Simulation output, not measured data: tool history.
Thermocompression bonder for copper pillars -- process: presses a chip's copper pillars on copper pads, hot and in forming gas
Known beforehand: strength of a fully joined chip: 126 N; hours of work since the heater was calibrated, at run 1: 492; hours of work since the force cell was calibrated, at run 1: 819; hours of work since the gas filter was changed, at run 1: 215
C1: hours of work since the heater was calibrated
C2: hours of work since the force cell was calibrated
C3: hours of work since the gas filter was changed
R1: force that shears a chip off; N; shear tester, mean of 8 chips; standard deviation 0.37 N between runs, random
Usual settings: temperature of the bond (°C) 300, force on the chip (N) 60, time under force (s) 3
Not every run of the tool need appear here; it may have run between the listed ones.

run 1 hour=0.0 | temperature_of_the_bond_(°C)=300 force_on_the_chip_(N)=60 time_under_force_(s)=3 | C1=492 C2=819 C3=215 | R1=63.5
run 2 hour=49.4 | temperature_of_the_bond_(°C)=300 force_on_the_chip_(N)=60 time_under_force_(s)=3 | C1=514 C2=842 C3=238 | R1=63.8
run 3 hour=84.3 | temperature_of_the_bond_(°C)=300 force_on_the_chip_(N)=60 time_under_force_(s)=8 | C1=530 C2=858 C3=254 | R1=86.1
run 4 hour=118.5 | temperature_of_the_bond_(°C)=316 force_on_the_chip_(N)=60 time_under_force_(s)=3 | C1=546 C2=874 C3=270 | R1=73.1
run 5 hour=158.6 | temperature_of_the_bond_(°C)=316 force_on_the_chip_(N)=60 time_under_force_(s)=3 | C1=564 C2=892 C3=288 | R1=73.7
run 6 hour=210.6 | temperature_of_the_bond_(°C)=316 force_on_the_chip_(N)=60 time_under_force_(s)=3 | C1=588 C2=916 C3=312 | R1=72.8
run 7 hour=258.6 | temperature_of_the_bond_(°C)=316 force_on_the_chip_(N)=60 time_under_force_(s)=3 | C1=610 C2=938 C3=334 | R1=72.8
run 8 hour=284.5 | temperature_of_the_bond_(°C)=316 force_on_the_chip_(N)=60 time_under_force_(s)=3 | C1=622 C2=950 C3=346 | R1=73.6
run 9 hour=314.0 | temperature_of_the_bond_(°C)=316 force_on_the_chip_(N)=60 time_under_force_(s)=3 | C1=636 C2=964 C3=360 | R1=73.6
run 10 hour=355.7 | temperature_of_the_bond_(°C)=316 force_on_the_chip_(N)=57 time_under_force_(s)=3 | C1=655 C2=983 C3=379 | R1=70.9
run 11 hour=378.3 | temperature_of_the_bond_(°C)=316 force_on_the_chip_(N)=57 time_under_force_(s)=3 | C1=665 C2=993 C3=389 | R1=70.3
-- hour=387.0 forming gas filter changed
run 12 hour=401.6 | temperature_of_the_bond_(°C)=329 force_on_the_chip_(N)=60 time_under_force_(s)=3 | C1=676 C2=1004 C3=7 | R1=82.8
run 13 hour=455.5 | temperature_of_the_bond_(°C)=329 force_on_the_chip_(N)=60 time_under_force_(s)=3 | C1=700 C2=1028 C3=31 | R1=83.1
run 14 hour=480.1 | temperature_of_the_bond_(°C)=329 force_on_the_chip_(N)=60 time_under_force_(s)=3 | C1=712 C2=1040 C3=43 | R1=83.0
run 15 hour=526.7 | temperature_of_the_bond_(°C)=329 force_on_the_chip_(N)=60 time_under_force_(s)=3 | C1=733 C2=1061 C3=64 | R1=83.1
run 16 hour=561.5 | temperature_of_the_bond_(°C)=306 force_on_the_chip_(N)=63 time_under_force_(s)=6 | C1=749 C2=1077 C3=80 | R1=88.5
run 17 hour=613.4 | temperature_of_the_bond_(°C)=284 force_on_the_chip_(N)=85 time_under_force_(s)=7 | C1=773 C2=1101 C3=104 | R1=93.6
run 18 hour=638.6 | temperature_of_the_bond_(°C)=284 force_on_the_chip_(N)=85 time_under_force_(s)=7 | C1=784 C2=1112 C3=115 | R1=94.3
run 19 hour=681.8 | temperature_of_the_bond_(°C)=284 force_on_the_chip_(N)=85 time_under_force_(s)=7 | C1=804 C2=1132 C3=135 | R1=93.2
run 20 hour=730.1 | temperature_of_the_bond_(°C)=284 force_on_the_chip_(N)=85 time_under_force_(s)=7 | C1=826 C2=1154 C3=157 | R1=93.9
run 21 hour=766.6 | temperature_of_the_bond_(°C)=300 force_on_the_chip_(N)=60 time_under_force_(s)=2 | C1=843 C2=1171 C3=174 | R1=57.4
-- hour=785.1 heater calibrated with a thermocouple chip
run 22 hour=800.9 | temperature_of_the_bond_(°C)=300 force_on_the_chip_(N)=60 time_under_force_(s)=2 | C1=7 C2=1186 C3=189 | R1=49.8
run 23 hour=832.6 | temperature_of_the_bond_(°C)=300 force_on_the_chip_(N)=60 time_under_force_(s)=2 | C1=22 C2=1200 C3=204 | R1=50.5
run 24 hour=857.6 | temperature_of_the_bond_(°C)=321 force_on_the_chip_(N)=86 time_under_force_(s)=3 | C1=33 C2=1212 C3=215 | R1=89.1
run 25 hour=893.1 | temperature_of_the_bond_(°C)=276 force_on_the_chip_(N)=60 time_under_force_(s)=7 | C1=50 C2=1228 C3=231 | R1=61.8
run 26 hour=937.3 | temperature_of_the_bond_(°C)=276 force_on_the_chip_(N)=60 time_under_force_(s)=7 | C1=70 C2=1249 C3=252 | R1=61.5
run 27 hour=968.0 | temperature_of_the_bond_(°C)=288 force_on_the_chip_(N)=45 time_under_force_(s)=3 | C1=84 C2=1263 C3=266 | R1=39.4
run 28 hour=1002.8 | temperature_of_the_bond_(°C)=300 force_on_the_chip_(N)=65 time_under_force_(s)=5 | C1=100 C2=1279 C3=282 | R1=72.9
run 29 hour=1037.9 | temperature_of_the_bond_(°C)=318 force_on_the_chip_(N)=62 time_under_force_(s)=5 | C1=116 C2=1295 C3=298 | R1=81.5

Predict each of these 3 candidate next runs independently; none follows another, all start after run 29:
run A hour=1066.7 | temperature_of_the_bond_(°C)=293 force_on_the_chip_(N)=53 time_under_force_(s)=3 | C1=129 C2=1308 C3=311 | R1=?
run B hour=1066.7 | temperature_of_the_bond_(°C)=318 force_on_the_chip_(N)=75 time_under_force_(s)=5 | C1=129 C2=1308 C3=311 | R1=?
run C hour=1066.7 | temperature_of_the_bond_(°C)=279 force_on_the_chip_(N)=81 time_under_force_(s)=5 | C1=129 C2=1308 C3=311 | R1=?

run=A R1=48.8
run=B R1=91.3
run=C R1=71.1
Take away the tool's hidden state, keep each run's random variation, and the runs would have read:
run=A R1=54.4
run=B R1=98.6
run=C R1=78.0

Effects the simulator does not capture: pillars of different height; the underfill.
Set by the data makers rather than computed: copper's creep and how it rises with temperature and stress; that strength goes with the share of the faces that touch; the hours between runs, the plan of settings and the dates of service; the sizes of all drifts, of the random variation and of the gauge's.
